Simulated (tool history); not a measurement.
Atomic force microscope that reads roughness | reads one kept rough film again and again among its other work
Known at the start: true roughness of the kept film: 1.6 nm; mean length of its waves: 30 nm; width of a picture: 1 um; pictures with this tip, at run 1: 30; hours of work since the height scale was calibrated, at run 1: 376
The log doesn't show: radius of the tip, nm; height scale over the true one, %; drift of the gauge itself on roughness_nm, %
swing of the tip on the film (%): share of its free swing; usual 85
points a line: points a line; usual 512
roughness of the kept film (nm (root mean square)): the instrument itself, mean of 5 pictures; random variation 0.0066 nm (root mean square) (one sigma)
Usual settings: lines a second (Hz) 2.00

| run | hour | lines a second (Hz) | swing of the tip on the film (%) | points a line | pictures with this tip | hours of work since the height scale was calibrated | roughness of the kept film (nm (root mean square)) |
|---|---|---|---|---|---|---|---|
| 1 | 0.0 | 2.00 | 85 | 512 | 30 | 376 | 1.292 |
| 2 | 21.9 | 2.00 | 85 | 512 | 56 | 386 | 1.283 |
| 3 | 39.6 | 2.00 | 85 | 512 | 77 | 393 | 1.269 |
| 4 | 59.4 | 2.00 | 85 | 512 | 100 | 402 | 1.261 |
| 5 | 81.7 | 2.00 | 85 | 512 | 127 | 412 | 1.240 |
| 6 | 100.0 | 2.00 | 85 | 512 | 148 | 420 | 1.238 |
| 7 | 123.5 | 2.00 | 85 | 632 | 176 | 430 | 1.219 |
| 8 | 142.8 | 2.99 | 85 | 512 | 199 | 438 | 1.150 |
| 9 | 166.7 | 2.00 | 85 | 512 | 227 | 449 | 1.213 |
| 10 | 186.1 | 2.00 | 85 | 512 | 250 | 457 | 1.197 |
| 11 | 205.1 | 2.00 | 85 | 512 | 272 | 466 | 1.183 |
| 12 | 227.4 | 2.00 | 85 | 512 | 299 | 475 | 1.176 |
| 13 | 243.9 | 2.00 | 58 | 512 | 318 | 482 | 1.306 |
|  | 251.9 | new tip fitted |
| 14 | 258.1 | 2.00 | 65 | 512 | 7 | 488 | 1.434 |
| 15 | 280.0 | 1.40 | 65 | 408 | 33 | 498 | 1.427 |
| 16 | 301.5 | 1.40 | 65 | 408 | 58 | 507 | 1.409 |
| 17 | 326.1 | 2.00 | 58 | 500 | 88 | 518 | 1.409 |
| 18 | 338.7 | 0.78 | 77 | 359 | 102 | 524 | 1.383 |
| 19 | 359.4 | 0.78 | 77 | 359 | 127 | 533 | 1.370 |
|  | 362.4 | height scale calibrated on a step standard |
| 20 | 385.2 | 0.78 | 77 | 359 | 156 | 10 | 1.364 |
|  | 406.9 | height scale calibrated on a step standard, once more |
| 21 | 407.7 | 2.92 | 57 | 421 | 182 | 0 | 1.352 |
| 22 | 420.4 | 1.60 | 85 | 581 | 197 | 6 | 1.263 |
| 23 | 433.9 | 1.60 | 82 | 504 | 213 | 12 | 1.266 |
| 24 | 453.3 | 1.60 | 85 | 920 | 235 | 20 | 1.244 |
| 25 | 466.8 | 2.31 | 85 | 411 | 251 | 26 | 1.169 |
| 26 | 483.5 | 2.31 | 85 | 411 | 271 | 33 | 1.170 |
| 27 | 504.2 | 0.67 | 85 | 299 | 296 | 42 | 1.288 |
|  | 531.7 | new tip fitted |
| 28 | 531.7 | 3.45 | 85 | 420 | 0 | 54 | 1.207 |

Hidden state or all else? Some run-to-run changes of roughness of the kept film (nm (root mean square)), split into what the settings, what came in and random variation would give without the hidden state, and what is left for the hidden state (with any gauge scatter that isn't in both results):
Run 12 -> 13: swing of the tip on the film (%) 85 -> 58. roughness of the kept film (nm (root mean square)) +0.130: hidden state -0.025, all else +0.155.
Run 13 -> 14: swing of the tip on the film (%) 58 -> 65, new tip fitted. roughness of the kept film (nm (root mean square)) +0.128: hidden state +0.147, all else -0.019.
Run 27 -> 28: lines a second (Hz) 0.67 -> 3.45, points a line 299 -> 420, new tip fitted. roughness of the kept film (nm (root mean square)) -0.081: hidden state +0.139, all else -0.220.

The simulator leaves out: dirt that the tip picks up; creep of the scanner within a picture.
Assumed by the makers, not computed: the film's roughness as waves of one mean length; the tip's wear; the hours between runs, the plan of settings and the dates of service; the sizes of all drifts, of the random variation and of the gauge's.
